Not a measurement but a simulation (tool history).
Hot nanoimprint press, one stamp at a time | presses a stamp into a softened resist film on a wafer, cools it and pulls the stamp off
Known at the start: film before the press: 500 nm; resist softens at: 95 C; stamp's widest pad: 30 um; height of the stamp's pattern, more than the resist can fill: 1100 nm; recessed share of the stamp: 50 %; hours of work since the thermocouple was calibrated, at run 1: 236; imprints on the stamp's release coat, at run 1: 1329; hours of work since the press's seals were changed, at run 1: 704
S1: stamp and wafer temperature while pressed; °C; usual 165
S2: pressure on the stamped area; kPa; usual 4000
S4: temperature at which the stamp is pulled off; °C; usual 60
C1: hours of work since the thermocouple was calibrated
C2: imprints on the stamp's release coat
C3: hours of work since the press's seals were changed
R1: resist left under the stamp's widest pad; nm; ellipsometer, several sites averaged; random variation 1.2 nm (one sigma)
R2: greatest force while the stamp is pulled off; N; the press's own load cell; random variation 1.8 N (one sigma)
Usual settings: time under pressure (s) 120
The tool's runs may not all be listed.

Run 1, hour 0.0: usual settings; C1 236; C2 1329; C3 704. Result: R1 261.5 nm, R2 240 N.
Run 2, hour 33.1: usual settings; C1 255; C2 1424; C3 723. Result: R1 260.8 nm, R2 238 N.
Run 3, hour 68.1: usual settings; C1 275; C2 1525; C3 743. Result: R1 264.8 nm, R2 241 N.
Run 4, hour 93.1: usual settings; C1 290; C2 1597; C3 758. Result: R1 262.9 nm, R2 247 N.
Run 5, hour 127.9: usual settings; C1 310; C2 1697; C3 778. Result: R1 264.1 nm, R2 248 N.
At hour 156.4: plate thermocouple calibrated.
Run 6, hour 168.9: usual settings; C1 7; C2 1806; C3 800. Result: R1 250.1 nm, R2 247 N.
Run 7, hour 200.3: usual settings; C1 25; C2 1896; C3 818. Result: R1 251.3 nm, R2 247 N.
Run 8, hour 226.5: usual settings but S4 62 °C; C1 41; C2 1971; C3 833. Result: R1 251.6 nm, R2 244 N.
Run 9, hour 244.2: usual settings but S4 58 °C; C1 51; C2 2022; C3 844. Result: R1 253.8 nm, R2 255 N.
At hour 272.5: stamp cleaned and given a new release coat.
Run 10, hour 289.1: usual settings but S4 58 °C; C1 74; C2 48; C3 866. Result: R1 255.9 nm, R2 221 N.
At hour 305.5: press's hydraulic seals changed and the load cell set to zero.
Run 11, hour 320.1: usual settings but S4 58 °C; C1 87; C2 114; C3 8. Result: R1 251.7 nm, R2 225 N.
Run 12, hour 355.6: usual settings but S1 153 °C; C1 108; C2 216; C3 29. Result: R1 406.5 nm, R2 218 N.
Run 13, hour 374.0: usual settings but S1 171 °C; C1 118; C2 269; C3 40. Result: R1 187.8 nm, R2 219 N.
Run 14, hour 398.7: usual settings but time under pressure (s) 117, S4 57 °C; C1 133; C2 340; C3 54. Result: R1 253.5 nm, R2 228 N.
Run 15, hour 433.0: usual settings but S1 174 °C, time under pressure (s) 117, S4 55 °C; C1 152; C2 439; C3 74. Result: R1 163.9 nm, R2 235 N.
Run 16, hour 462.1: usual settings but S1 169 °C, time under pressure (s) 117, S4 55 °C; C1 169; C2 522; C3 91. Result: R1 211.1 nm, R2 237 N.
Run 17, hour 483.7: usual settings but time under pressure (s) 82, S4 68 °C; C1 182; C2 584; C3 103. Result: R1 293.8 nm, R2 211 N.
Run 18, hour 506.3: usual settings but time under pressure (s) 82, S4 68 °C; C1 195; C2 649; C3 117. Result: R1 289.7 nm, R2 213 N.
Run 19, hour 538.5: usual settings but S1 158 °C, S2 2670 kPa, time under pressure (s) 98, S4 45 °C; C1 214; C2 742; C3 135. Result: R1 401.8 nm, R2 260 N.
Run 20, hour 573.8: usual settings but S1 158 °C, S2 2670 kPa, time under pressure (s) 98, S4 61 °C; C1 234; C2 843; C3 156. Result: R1 398.3 nm, R2 230 N.
Run 21, hour 594.9: usual settings but S1 174 °C, S2 2670 kPa, time under pressure (s) 98, S4 61 °C; C1 246; C2 904; C3 168. Result: R1 217.9 nm, R2 227 N.
Run 22, hour 623.2: usual settings but S4 49 °C; C1 263; C2 985; C3 184. Result: R1 261.0 nm, R2 258 N.
Run 23, hour 658.2: usual settings but S4 49 °C; C1 283; C2 1086; C3 205. Result: R1 261.3 nm, R2 261 N.
Run 24, hour 697.1: usual settings but S4 49 °C; C1 306; C2 1198; C3 227. Result: R1 263.5 nm, R2 262 N.
Run 25, hour 721.9: usual settings but S1 160 °C, time under pressure (s) 65; C1 320; C2 1269; C3 242. Result: R1 379.4 nm, R2 242 N.

Forecast each of these 5 alternatives for the next run:
At hour 736.3: plate thermocouple calibrated.
Run A, hour 764.5: usual settings but S1 172 °C, S2 3060 kPa, time under pressure (s) 93; C1 16; C2 1383; C3 265. Result: R1 ?, R2 ?.
At hour 736.3: plate thermocouple calibrated.
Run B, hour 764.5: usual settings but time under pressure (s) 150; C1 16; C2 1383; C3 265. Result: R1 ?, R2 ?.
At hour 736.3: plate thermocouple calibrated.
Run C, hour 764.5: usual settings but S4 57 °C; C1 16; C2 1383; C3 265. Result: R1 ?, R2 ?.
At hour 736.3: plate thermocouple calibrated.
Run D, hour 764.5: usual settings but S1 166 °C, S2 2730 kPa, time under pressure (s) 145; C1 16; C2 1383; C3 265. Result: R1 ?, R2 ?.
At hour 736.3: plate thermocouple calibrated.
Run E, hour 764.5: usual settings but time under pressure (s) 95; C1 16; C2 1383; C3 265. Result: R1 ?, R2 ?.

run     R1   R2
  A  221.5  237
  B  228.7  244
  C  248.9  247
  D  257.3  238
  E  269.5  240
Without the tool's hidden state the same runs would have given:
run     R1   R2
  A  217.6  214
  B  224.0  221
  C  243.9  223
  D  253.0  215
  E  264.4  217
